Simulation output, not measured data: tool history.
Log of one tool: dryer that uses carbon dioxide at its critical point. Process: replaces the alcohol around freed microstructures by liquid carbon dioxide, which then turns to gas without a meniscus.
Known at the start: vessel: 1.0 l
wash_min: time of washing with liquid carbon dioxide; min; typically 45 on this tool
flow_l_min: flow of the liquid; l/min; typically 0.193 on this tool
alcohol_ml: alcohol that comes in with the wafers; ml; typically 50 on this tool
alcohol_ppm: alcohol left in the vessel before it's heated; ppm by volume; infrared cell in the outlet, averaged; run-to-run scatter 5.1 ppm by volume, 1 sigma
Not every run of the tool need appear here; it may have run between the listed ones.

| run | hour | wash_min | flow_l_min | alcohol_ml | alcohol_ppm |
|---|---|---|---|---|---|
| 1 | 0.0 | 45 | 0.193 | 50 | 137 |
| 2 | 9.1 | 45 | 0.193 | 50 | 153 |
| 3 | 14.3 | 38 | 0.193 | 50 | 341 |
| 4 | 20.1 | 38 | 0.193 | 50 | 354 |
| 5 | 24.2 | 38 | 0.193 | 50 | 354 |
| 6 | 33.2 | 45 | 0.193 | 50 | 165 |
| 7 | 40.3 | 45 | 0.193 | 50 | 145 |
| 8 | 48.9 | 45 | 0.193 | 50 | 154 |
| 9 | 54.9 | 45 | 0.193 | 50 | 154 |
| 10 | 59.4 | 45 | 0.193 | 50 | 157 |
| 11 | 67.5 | 45 | 0.193 | 50 | 159 |
| 12 | 74.0 | 45 | 0.206 | 50 | 105 |
| 13 | 77.8 | 45 | 0.206 | 50 | 110 |
| 14 | 83.5 | 45 | 0.254 | 50 | 36 |
| 15 | 89.4 | 45 | 0.193 | 50 | 168 |
| 16 | 97.2 | 57 | 0.193 | 76 | 75 |
| 17 | 106.0 | 42 | 0.266 | 33 | 31 |
|  | 108.0 | inlet filter changed |
| 18 | 113.2 | 45 | 0.324 | 116 | 18 |
| 19 | 120.7 | 66 | 0.193 | 22 | 25 |
| 20 | 127.9 | 36 | 0.129 | 30 | 844 |
| 21 | 136.2 | 55 | 0.168 | 69 | 71 |
| 22 | 144.9 | 45 | 0.138 | 40 | 336 |
| 23 | 153.4 | 45 | 0.133 | 50 | 505 |
| 24 | 162.1 | 45 | 0.133 | 50 | 528 |
| 25 | 170.7 | 45 | 0.133 | 50 | 506 |
| 26 | 176.0 | 45 | 0.133 | 50 | 530 |
| 27 | 182.8 | 45 | 0.121 | 40 | 654 |
| 28 | 191.7 | 45 | 0.212 | 21 | 31 |
| 29 | 199.1 | 45 | 0.212 | 21 | 42 |

What if the next run were any one of these 4? Each begins from the tool's condition after run 29:
| A | 205.1 | 36 | 0.262 | 21 | ? |
| B | 205.1 | 51 | 0.212 | 21 | ? |
| C | 205.1 | 54 | 0.230 | 49 | ? |
| D | 205.1 | 33 | 0.212 | 90 | ? |

| run | alcohol_ppm |
|---|---|
| A | 45 |
| B | 30 |
| C | 41 |
| D | 420 |
Without the tool's hidden state the same runs would have given:
| run | alcohol_ppm |
|---|---|
| A | 20 |
| B | 6 |
| C | 17 |
| D | 329 |
